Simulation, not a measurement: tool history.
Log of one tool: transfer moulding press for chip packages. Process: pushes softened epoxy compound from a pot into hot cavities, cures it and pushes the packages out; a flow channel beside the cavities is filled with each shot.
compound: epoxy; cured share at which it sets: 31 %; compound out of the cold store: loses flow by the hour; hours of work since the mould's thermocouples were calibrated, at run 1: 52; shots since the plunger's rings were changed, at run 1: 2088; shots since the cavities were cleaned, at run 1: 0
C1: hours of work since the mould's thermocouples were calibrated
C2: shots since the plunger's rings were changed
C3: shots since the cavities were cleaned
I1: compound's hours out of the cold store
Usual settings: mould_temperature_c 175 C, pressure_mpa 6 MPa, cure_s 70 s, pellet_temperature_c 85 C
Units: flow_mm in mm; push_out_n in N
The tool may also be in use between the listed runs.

Run 1, day 0: usual settings; C1 52; C2 2088; C3 0; I1 9.9. Result: flow_mm 867 mm, push_out_n 641 N.
Run 2, day 0.375: usual settings; C1 59; C2 2233; C3 145; I1 10.2. Result: flow_mm 862 mm, push_out_n 833 N.
Run 3, day 0.754: usual settings but mould_temperature_c 181 C; C1 65; C2 2379; C3 291; I1 27.3. Result: flow_mm 747 mm, push_out_n 685 N.
Run 4, day 1.204: usual settings but mould_temperature_c 181 C; C1 74; C2 2552; C3 464; I1 20.6. Result: flow_mm 780 mm, push_out_n 714 N.
Run 5, day 1.429: usual settings but mould_temperature_c 181 C; C1 78; C2 2638; C3 550; I1 35.1. Result: flow_mm 703 mm, push_out_n 753 N.
Run 6, day 1.633: usual settings but mould_temperature_c 181 C; C1 81; C2 2718; C3 630; I1 15. Result: flow_mm 804 mm, push_out_n 816 N.
Run 7, day 1.996: usual settings but mould_temperature_c 181 C; C1 88; C2 2857; C3 769; I1 22.4. Result: flow_mm 772 mm, push_out_n 802 N.
Run 8, day 2.354: usual settings but pressure_mpa 6.15 MPa; C1 95; C2 2994; C3 906; I1 12. Result: flow_mm 840 mm, push_out_n 1233 N.
Run 9, day 2.825: usual settings but pressure_mpa 6.15 MPa; C1 103; C2 3175; C3 1087; I1 44.6. Result: flow_mm 676 mm, push_out_n 1019 N.
At day 2.967: cavities cleaned with cleaning compound and waxed.
Run 10, day 3.325: usual settings but pressure_mpa 6.15 MPa; C1 111; C2 3345; C3 140; I1 23.9. Result: flow_mm 780 mm, push_out_n 789 N.
Run 11, day 3.788: usual settings but pressure_mpa 6.15 MPa; C1 119; C2 3521; C3 316; I1 14.4. Result: flow_mm 818 mm, push_out_n 1038 N.
Run 12, day 3.983: usual settings but pressure_mpa 6.15 MPa; C1 123; C2 3597; C3 392; I1 14.6. Result: flow_mm 841 mm, push_out_n 1018 N.
Run 13, day 4.325: usual settings but pressure_mpa 6.15 MPa; C1 129; C2 3729; C3 524; I1 42.4. Result: flow_mm 671 mm, push_out_n 964 N.
Run 14, day 4.688: usual settings but pressure_mpa 6.15 MPa; C1 136; C2 3869; C3 664; I1 40.4. Result: flow_mm 690 mm, push_out_n 1031 N.
Run 15, day 5.112: usual settings but cure_s 52 s; C1 144; C2 4032; C3 827; I1 31.1. Result: flow_mm 716 mm, push_out_n 2262 N.
Run 16, day 5.346: usual settings but mould_temperature_c 182 C, pressure_mpa 5.57 MPa, cure_s 92 s; C1 148; C2 4122; C3 917; I1 46. Result: flow_mm 621 mm, push_out_n 629 N.
Run 17, day 5.671: usual settings but pellet_temperature_c 89 C; C1 154; C2 4246; C3 1041; I1 9.3. Result: flow_mm 847 mm, push_out_n 1222 N.
At day 5.933: cavities cleaned with cleaning compound and waxed.
Run 18, day 6.075: usual settings but mould_temperature_c 178 C, pressure_mpa 6.02 MPa, cure_s 106 s, pellet_temperature_c 75 C; C1 160; C2 4378; C3 54; I1 42.4. Result: flow_mm 668 mm, push_out_n 379 N.
Run 19, day 6.467: usual settings but mould_temperature_c 167 C, pressure_mpa 4.8 MPa, cure_s 87 s, pellet_temperature_c 87 C; C1 167; C2 4529; C3 205; I1 27.5. Result: flow_mm 666 mm, push_out_n 799 N.
Run 20, day 6.862: usual settings but mould_temperature_c 167 C, pressure_mpa 4.8 MPa, cure_s 87 s, pellet_temperature_c 87 C; C1 174; C2 4681; C3 357; I1 9.4. Result: flow_mm 757 mm, push_out_n 1023 N.
Run 21, day 7.329: usual settings but mould_temperature_c 167 C, pressure_mpa 4.95 MPa, cure_s 87 s, pellet_temperature_c 89 C; C1 183; C2 4861; C3 537; I1 10. Result: flow_mm 769 mm, push_out_n 1068 N.
Run 22, day 7.708: usual settings but mould_temperature_c 167 C, pressure_mpa 4.95 MPa, cure_s 109 s, pellet_temperature_c 89 C; C1 190; C2 5007; C3 683; I1 37. Result: flow_mm 629 mm, push_out_n 693 N.
Run 23, day 8.1: usual settings but mould_temperature_c 167 C, pressure_mpa 4.95 MPa, cure_s 109 s; C1 197; C2 5158; C3 834; I1 46. Result: flow_mm 597 mm, push_out_n 702 N.
Run 24, day 8.542: usual settings but mould_temperature_c 173 C, pressure_mpa 6.25 MPa, cure_s 51 s, pellet_temperature_c 82 C; C1 205; C2 5327; C3 1003; I1 35.7. Result: flow_mm 712 mm, push_out_n 2542 N.
Run 25, day 8.817: usual settings but mould_temperature_c 173 C, pressure_mpa 6.25 MPa, cure_s 51 s, pellet_temperature_c 82 C; C1 210; C2 5433; C3 1109; I1 37.4. Result: flow_mm 688 mm, push_out_n 2492 N.
At day 8.921: cavities cleaned with cleaning compound and waxed.
Run 26, day 9.158: usual settings but pressure_mpa 4.55 MPa, cure_s 72 s, pellet_temperature_c 78 C; C1 215; C2 5542; C3 93; I1 44.1. Result: flow_mm 563 mm, push_out_n 674 N.
Run 27, day 9.612: usual settings but pressure_mpa 4.55 MPa, cure_s 72 s, pellet_temperature_c 78 C; C1 223; C2 5716; C3 267; I1 26. Result: flow_mm 631 mm, push_out_n 903 N.
Run 28, day 9.862: usual settings but pressure_mpa 4.55 MPa, cure_s 72 s, pellet_temperature_c 78 C; C1 228; C2 5813; C3 364; I1 16.4. Result: flow_mm 686 mm, push_out_n 961 N.
Run 29, day 10.183: usual settings but pressure_mpa 4.55 MPa, cure_s 72 s, pellet_temperature_c 78 C; C1 234; C2 5935; C3 486; I1 41.6. Result: flow_mm 572 mm, push_out_n 946 N.

3 ways to go on from here, each from the tool as it stands after run 29. What would each give?
Run A, day 10.392: usual settings but mould_temperature_c 182 C, cure_s 86 s; C1 238; C2 6016; C3 567; I1 29.8. Result: flow_mm ?, push_out_n ?.
Run B, day 10.392: usual settings but pressure_mpa 6.21 MPa, cure_s 72 s, pellet_temperature_c 88 C; C1 238; C2 6016; C3 567; I1 42.5. Result: flow_mm ?, push_out_n ?.
Run C, day 10.392: usual settings but mould_temperature_c 181 C, pressure_mpa 4.55 MPa, cure_s 72 s, pellet_temperature_c 82 C; C1 238; C2 6016; C3 567; I1 43.3. Result: flow_mm ?, push_out_n ?.

run  flow_mm  push_out_n
  A      702         613
  B      664         920
  C      557         709
Without the tool's hidden state the same runs would have given:
run  flow_mm  push_out_n
  A      748         351
  B      708         528
  C      594         407
